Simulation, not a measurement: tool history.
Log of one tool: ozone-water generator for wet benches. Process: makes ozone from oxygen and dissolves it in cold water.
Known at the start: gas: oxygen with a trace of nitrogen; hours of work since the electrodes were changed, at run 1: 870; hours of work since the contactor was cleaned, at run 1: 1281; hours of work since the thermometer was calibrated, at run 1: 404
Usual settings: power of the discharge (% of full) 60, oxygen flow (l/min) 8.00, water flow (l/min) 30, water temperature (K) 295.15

| run | hour | power of the discharge (% of full) | oxygen flow (l/min) | water flow (l/min) | water temperature (K) | hours of work since the electrodes were changed | hours of work since the contactor was cleaned | hours of work since the thermometer was calibrated | dissolved ozone (ppm) | ozone in the gas ahead of the water (g/m3) |
|---|---|---|---|---|---|---|---|---|---|---|
| 1 | 0.0 | 60 | 8.00 | 30 | 295.15 | 870 | 1281 | 404 | 14.3 | 141.0 |
| 2 | 25.7 | 60 | 8.00 | 30 | 295.15 | 895 | 1306 | 428 | 14.1 | 140.9 |
| 3 | 57.4 | 44 | 8.00 | 30 | 295.15 | 926 | 1337 | 459 | 12.4 | 120.8 |
| 4 | 93.0 | 44 | 8.00 | 30 | 295.15 | 960 | 1371 | 494 | 12.2 | 121.7 |
| 5 | 117.8 | 60 | 8.00 | 30 | 295.15 | 984 | 1395 | 518 | 14.1 | 140.9 |
| 6 | 162.2 | 60 | 8.00 | 30 | 295.15 | 1027 | 1438 | 561 | 14.3 | 141.8 |
| 7 | 194.7 | 60 | 8.00 | 30 | 295.15 | 1058 | 1470 | 592 | 14.2 | 140.9 |
| 8 | 228.7 | 60 | 8.00 | 30 | 295.15 | 1091 | 1502 | 625 | 14.0 | 142.3 |
| 9 | 269.3 | 60 | 8.00 | 30 | 295.15 | 1130 | 1542 | 664 | 14.1 | 140.3 |
| 10 | 310.0 | 60 | 11.75 | 30 | 295.15 | 1170 | 1581 | 703 | 14.3 | 120.8 |
| 11 | 346.8 | 60 | 11.75 | 30 | 295.15 | 1205 | 1617 | 739 | 14.3 | 121.1 |
| 12 | 391.0 | 60 | 11.75 | 30 | 295.15 | 1248 | 1659 | 782 | 14.4 | 119.2 |
| 13 | 422.4 | 60 | 11.75 | 30 | 293.15 | 1278 | 1690 | 812 | 14.8 | 119.4 |
| 14 | 454.5 | 60 | 8.00 | 30 | 295.15 | 1309 | 1721 | 843 | 13.9 | 141.4 |
| 15 | 491.7 | 60 | 8.00 | 30 | 295.15 | 1345 | 1757 | 879 | 14.1 | 140.3 |
| 16 | 529.7 | 60 | 8.00 | 30 | 295.15 | 1382 | 1793 | 916 | 14.0 | 140.1 |
| 17 | 555.8 | 70 | 8.00 | 30 | 295.15 | 1407 | 1819 | 941 | 14.9 | 151.0 |
| 18 | 582.7 | 70 | 8.00 | 30 | 295.15 | 1433 | 1845 | 967 | 15.4 | 151.7 |
| 19 | 614.6 | 70 | 8.00 | 30 | 295.15 | 1464 | 1875 | 998 | 15.3 | 152.1 |
| 20 | 654.1 | 50 | 8.50 | 20 | 290.15 | 1502 | 1914 | 1036 | 18.6 | 124.7 |
| 21 | 677.4 | 59 | 8.50 | 23 | 289.15 | 1525 | 1936 | 1058 | 18.6 | 135.5 |
| 22 | 714.3 | 59 | 8.50 | 23 | 289.15 | 1560 | 1972 | 1094 | 18.5 | 132.9 |
| 23 | 758.4 | 60 | 11.30 | 44 | 295.15 | 1603 | 2014 | 1137 | 10.5 | 120.9 |
| 24 | 793.0 | 60 | 11.30 | 44 | 295.15 | 1637 | 2048 | 1170 | 10.5 | 120.8 |
| 25 | 822.8 | 60 | 11.30 | 44 | 295.15 | 1665 | 2077 | 1199 | 10.3 | 120.9 |
| 26 | 850.5 | 60 | 11.30 | 44 | 295.15 | 1692 | 2104 | 1226 | 10.5 | 121.0 |
| 27 | 886.2 | 60 | 11.30 | 44 | 295.15 | 1727 | 2138 | 1260 | 10.6 | 120.1 |
| 28 | 918.8 | 42 | 4.27 | 30 | 302.15 | 1758 | 2170 | 1292 | 9.6 | 151.8 |
| 29 | 949.9 | 42 | 4.27 | 30 | 302.15 | 1788 | 2200 | 1322 | 9.7 | 151.6 |
| 30 | 979.7 | 40 | 8.00 | 39 | 295.15 | 1817 | 2228 | 1351 | 9.0 | 114.9 |
| 31 | 1002.7 | 40 | 8.00 | 39 | 295.15 | 1839 | 2251 | 1373 | 9.2 | 113.0 |
| 32 | 1041.6 | 40 | 8.00 | 39 | 295.15 | 1877 | 2288 | 1411 | 9.0 | 113.0 |

5 ways to go on from here, each from the tool as it stands after run 32. What would each give?
| A | 1078.9 | 40 | 6.48 | 41 | 300.15 | 1913 | 2324 | 1447 | ? | ? |
| B | 1078.9 | 64 | 8.51 | 23 | 295.15 | 1913 | 2324 | 1447 | ? | ? |
| C | 1078.9 | 40 | 8.00 | 24 | 295.15 | 1913 | 2324 | 1447 | ? | ? |
| D | 1078.9 | 60 | 11.27 | 30 | 289.15 | 1913 | 2324 | 1447 | ? | ? |
| E | 1078.9 | 40 | 8.00 | 39 | 288.15 | 1913 | 2324 | 1447 | ? | ? |

| run | dissolved ozone (ppm) | ozone in the gas ahead of the water (g/m3) |
|---|---|---|
| A | 7.7 | 124.3 |
| B | 17.4 | 139.9 |
| C | 13.1 | 114.6 |
| D | 15.5 | 119.5 |
| E | 9.8 | 112.5 |
Without the tool's hidden state the same runs would have given:
| run | dissolved ozone (ppm) | ozone in the gas ahead of the water (g/m3) |
|---|---|---|
| A | 8.2 | 128.3 |
| B | 18.6 | 146.0 |
| C | 13.9 | 118.3 |
| D | 16.5 | 124.5 |
| E | 10.4 | 116.2 |
